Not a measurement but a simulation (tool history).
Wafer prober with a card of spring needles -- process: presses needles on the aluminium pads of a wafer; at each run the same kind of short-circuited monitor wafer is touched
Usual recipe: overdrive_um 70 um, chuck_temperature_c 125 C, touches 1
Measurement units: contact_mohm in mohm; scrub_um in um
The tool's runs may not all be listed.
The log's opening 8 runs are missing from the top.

| run | day | overdrive_um | chuck_temperature_c | touches | contact_mohm | scrub_um |
|---|---|---|---|---|---|---|
|  | 16.800 | tips cleaned on abrasive film |
|  | 18.288 | tips cleaned on abrasive film |
| 9 | 18.533 | 70 | 79 | 1 | 259 | 14.18 |
|  | 19.642 | tips cleaned on abrasive film |
|  | 21.104 | tips cleaned on abrasive film |
| 10 | 21.258 | 70 | 79 | 1 | 245 | 14.18 |
|  | 22.496 | tips cleaned on abrasive film |
| 11 | 23.138 | 70 | 79 | 1 | 291 | 14.17 |
|  | 24.021 | tips cleaned on abrasive film |
| 12 | 24.862 | 70 | 79 | 1 | 298 | 14.18 |
|  | 25.629 | tips cleaned on abrasive film |
|  | 27.012 | tips cleaned on abrasive film |
| 13 | 27.012 | 70 | 79 | 1 | 224 | 14.04 |
|  | 27.233 | height of the first contact set anew |
|  | 28.558 | tips cleaned on abrasive film |
| 14 | 29.779 | 70 | 125 | 1 | 305 | 14.45 |
|  | 30.012 | tips cleaned on abrasive film |
|  | 31.533 | tips cleaned on abrasive film |
| 15 | 32.108 | 88 | 125 | 1 | 261 | 18.25 |
|  | 32.988 | tips cleaned on abrasive film |
| 16 | 33.629 | 70 | 26 | 1 | 286 | 14.43 |
|  | 34.500 | tips cleaned on abrasive film |
| 17 | 35.554 | 70 | 26 | 1 | 293 | 14.50 |
|  | 35.979 | tips cleaned on abrasive film |
|  | 37.462 | tips cleaned on abrasive film |
| 18 | 38.354 | 73 | 60 | 1 | 283 | 15.00 |
|  | 38.838 | tips cleaned on abrasive film |
| 19 | 39.792 | 70 | 38 | 3 | 233 | 14.39 |
|  | 40.275 | tips cleaned on abrasive film |
|  | 41.775 | tips cleaned on abrasive film |
| 20 | 42.175 | 82 | 38 | 3 | 223 | 16.91 |
|  | 43.354 | tips cleaned on abrasive film |
| 21 | 44.542 | 70 | 63 | 1 | 295 | 14.32 |
|  | 44.758 | tips cleaned on abrasive film |
|  | 46.350 | tips cleaned on abrasive film |
| 22 | 46.838 | 63 | 125 | 1 | 299 | 12.88 |
|  | 47.729 | tips cleaned on abrasive film |
|  | 49.121 | tips cleaned on abrasive film |
| 23 | 49.350 | 74 | 125 | 2 | 243 | 15.08 |
|  | 50.533 | tips cleaned on abrasive film |
| 24 | 51.208 | 61 | 125 | 2 | 279 | 12.36 |
|  | 52.021 | tips cleaned on abrasive film |
| 25 | 53.058 | 61 | 125 | 2 | 282 | 12.44 |
|  | 53.442 | tips cleaned on abrasive film |
|  | 54.800 | tips cleaned on abrasive film |
| 26 | 55.242 | 59 | 49 | 1 | 311 | 11.86 |
|  | 56.150 | tips cleaned on abrasive film |
|  | 57.667 | tips cleaned on abrasive film |
| 27 | 57.758 | 87 | 59 | 2 | 219 | 17.63 |
|  | 59.242 | tips cleaned on abrasive film |
| 28 | 59.958 | 87 | 59 | 2 | 246 | 17.69 |
|  | 60.804 | tips cleaned on abrasive film |
| 29 | 61.158 | 70 | 95 | 3 | 239 | 14.04 |
|  | 62.212 | tips cleaned on abrasive film |
| 30 | 62.450 | 63 | 66 | 3 | 237 | 12.67 |
|  | 62.712 | height of the first contact set anew |
|  | 63.704 | tips cleaned on abrasive film |
| 31 | 64.804 | 81 | 66 | 3 | 230 | 16.85 |

3 options for the next run, each taken on its own from the tool as it stands now. Forecast them:
|  | 65.079 | tips cleaned on abrasive film |
|  | 66.562 | tips cleaned on abrasive film |
| A | 67.262 | 53 | 80 | 2 | ? | ? |
|  | 65.079 | tips cleaned on abrasive film |
|  | 66.562 | tips cleaned on abrasive film |
| B | 67.262 | 70 | 44 | 1 | ? | ? |
|  | 65.079 | tips cleaned on abrasive film |
|  | 66.562 | tips cleaned on abrasive film |
| C | 67.262 | 81 | 66 | 2 | ? | ? |

| run | contact_mohm | scrub_um |
|---|---|---|
| A | 292 | 10.91 |
| B | 291 | 14.56 |
| C | 248 | 16.74 |
The same runs, with their run-to-run variation unchanged, on a tool lacking any hidden condition would have given:
| run | contact_mohm | scrub_um |
|---|---|---|
| A | 216 | 10.97 |
| B | 205 | 14.62 |
| C | 209 | 16.79 |
